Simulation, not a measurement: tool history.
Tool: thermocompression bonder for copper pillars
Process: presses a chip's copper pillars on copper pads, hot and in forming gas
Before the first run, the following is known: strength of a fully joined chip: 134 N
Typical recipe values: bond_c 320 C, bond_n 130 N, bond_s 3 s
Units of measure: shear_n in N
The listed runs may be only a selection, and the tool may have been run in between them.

run	hour	bond_c	bond_n	bond_s	shear_n
1	0	320	130	3	92.8
# hour 69.6: forming gas filter changed
2	102.7	340	130	3	109.5
3	161.8	340	130	3	106.2
4	254.6	340	85	3	79.4
# hour 277.9: forming gas filter changed
5	327.3	340	85	3	85.4
6	382.8	340	85	3	83.1
7	437.5	340	85	3	81.5
# hour 489.1: forming gas filter changed
8	504.2	320	180	3	115.8
# hour 514.7: heater calibrated with a thermocouple chip
9	579.6	320	87	3	73.3
10	629	320	82	3	69
# hour 703.1: forming gas filter changed
11	726.5	320	82	3	73.2
12	789	320	130	3	96.2
13	848.7	320	130	3	94.2
# hour 911.1: forming gas filter changed
14	929.5	320	130	3	103
15	1027.1	320	130	3	95.3
16	1104.3	320	130	3	93
# hour 1125.2: forming gas filter changed
17	1198.8	320	130	3	98.2
18	1290	320	130	3	91.9
# hour 1333.4: forming gas filter changed
19	1361.9	320	130	8	121.5
20	1413.2	320	149	4	112.6
21	1490.2	320	129	6	108.6

What does the tool deliver on the next run?
# hour 1546.7: forming gas filter changed
22	1564.5	320	129	6	?

shear_n: 117.8 N
With the hidden condition absent and the run-to-run variation left alone, this run would have shown shear_n 114.6 N.
